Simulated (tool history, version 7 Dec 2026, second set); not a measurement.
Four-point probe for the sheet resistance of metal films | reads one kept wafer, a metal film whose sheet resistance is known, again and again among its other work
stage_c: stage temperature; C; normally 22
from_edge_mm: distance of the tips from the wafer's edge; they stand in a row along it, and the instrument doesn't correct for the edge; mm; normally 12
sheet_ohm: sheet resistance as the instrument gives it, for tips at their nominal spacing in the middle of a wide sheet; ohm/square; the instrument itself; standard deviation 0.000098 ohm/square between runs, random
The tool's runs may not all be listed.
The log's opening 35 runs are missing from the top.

{"run": 36, "hour": 718.6, "stage_c": 22, "from_edge_mm": 27, "sheet_ohm": 0.486255}
{"run": 37, "hour": 744.3, "stage_c": 27, "from_edge_mm": 12, "sheet_ohm": 0.487899}
{"run": 38, "hour": 755.8, "stage_c": 27, "from_edge_mm": 12, "sheet_ohm": 0.488108}
{"run": 39, "hour": 775.6, "stage_c": 27, "from_edge_mm": 12, "sheet_ohm": 0.487974}
{"run": 40, "hour": 799.4, "stage_c": 20, "from_edge_mm": 3, "sheet_ohm": 0.492873}
{"run": 41, "hour": 814.4, "stage_c": 22, "from_edge_mm": 4, "sheet_ohm": 0.490108}
{"run": 42, "hour": 838.1, "stage_c": 22, "from_edge_mm": 4, "sheet_ohm": 0.490131}
{"run": 43, "hour": 851.0, "stage_c": 30, "from_edge_mm": 4, "sheet_ohm": 0.492485}
{"run": 44, "hour": 868.4, "stage_c": 30, "from_edge_mm": 4, "sheet_ohm": 0.49233}
{"run": 45, "hour": 888.3, "stage_c": 30, "from_edge_mm": 4, "sheet_ohm": 0.492438}

Predict each of these 4 candidate next runs independently; none follows another, all start after run 45:
{"run": "A", "hour": 910.3, "stage_c": 27, "from_edge_mm": 10, "sheet_ohm": "?"}
{"run": "B", "hour": 910.3, "stage_c": 25, "from_edge_mm": 10, "sheet_ohm": "?"}
{"run": "C", "hour": 910.3, "stage_c": 23, "from_edge_mm": 7, "sheet_ohm": "?"}
{"run": "D", "hour": 910.3, "stage_c": 22, "from_edge_mm": 7, "sheet_ohm": "?"}

run=A sheet_ohm=0.487904
run=B sheet_ohm=0.487343
run=C sheet_ohm=0.487786
run=D sheet_ohm=0.487448
Without the tool's unlogged condition, the same runs would have read:
run=A sheet_ohm=0.491386
run=B sheet_ohm=0.490821
run=C sheet_ohm=0.491266
run=D sheet_ohm=0.490926

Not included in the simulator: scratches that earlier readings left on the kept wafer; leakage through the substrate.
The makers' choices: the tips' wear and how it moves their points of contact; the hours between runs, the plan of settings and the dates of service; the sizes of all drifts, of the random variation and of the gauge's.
